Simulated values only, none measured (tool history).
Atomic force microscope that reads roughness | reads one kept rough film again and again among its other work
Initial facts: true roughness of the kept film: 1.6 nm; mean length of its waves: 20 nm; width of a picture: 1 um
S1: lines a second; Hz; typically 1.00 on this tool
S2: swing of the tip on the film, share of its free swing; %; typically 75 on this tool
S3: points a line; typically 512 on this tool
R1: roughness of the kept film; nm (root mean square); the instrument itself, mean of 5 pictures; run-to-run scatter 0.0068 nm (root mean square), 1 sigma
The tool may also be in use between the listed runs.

run     day    S1  S2   S3     R1
  1   0.000  1.00  75  512  1.357
  2   0.717  1.00  75  512  1.366
  3   1.696  1.00  75  512  1.376
  4   2.721  1.00  75  512  1.366
  5   3.525  1.00  75  512  1.372
  6   4.638  0.78  75  512  1.382
  7   5.204  1.00  75  512  1.368
  8   6.267  1.00  59  512  1.403
  9   7.046  1.00  59  512  1.408
 10   8.171  1.00  59  512  1.398
 11   8.867  1.00  59  512  1.391
 12   9.625  0.52  81  541  1.381
 13  10.404  1.33  84  541  1.299
 14  11.079  1.33  84  318  1.277
 15  12.146  1.00  65  326  1.370
 16  12.967  1.00  65  326  1.354
 17  13.854  3.44  75  474  1.230
 18  14.758  0.65  68  512  1.396
 19  15.458  0.65  68  284  1.372
 20  16.508  0.79  69  710  1.403
 21  17.312  2.48  69  353  1.304

Removed from this log: 5 entries logged between the listed runs. Between which two listed runs does each belong, and how does the tool's hidden state at the listed run before it compare with that at the listed run after it?
In the gap between runs 4 and 5: new tip fitted (day 3.071)
  radius of the tip, nm: 7.2 -> 7
In the gap between runs 7 and 8: new tip fitted (day 6.158)
  radius of the tip, nm: 7.1 -> 7
In the gap between runs 11 and 12: new tip fitted (day 9.250)
  radius of the tip, nm: 7.2 -> 7
In the gap between runs 15 and 16: new tip fitted (day 12.325)
  radius of the tip, nm: 7.2 -> 7
In the gap between runs 18 and 19: new tip fitted (day 15.362)
  radius of the tip, nm: 7.2 -> 7

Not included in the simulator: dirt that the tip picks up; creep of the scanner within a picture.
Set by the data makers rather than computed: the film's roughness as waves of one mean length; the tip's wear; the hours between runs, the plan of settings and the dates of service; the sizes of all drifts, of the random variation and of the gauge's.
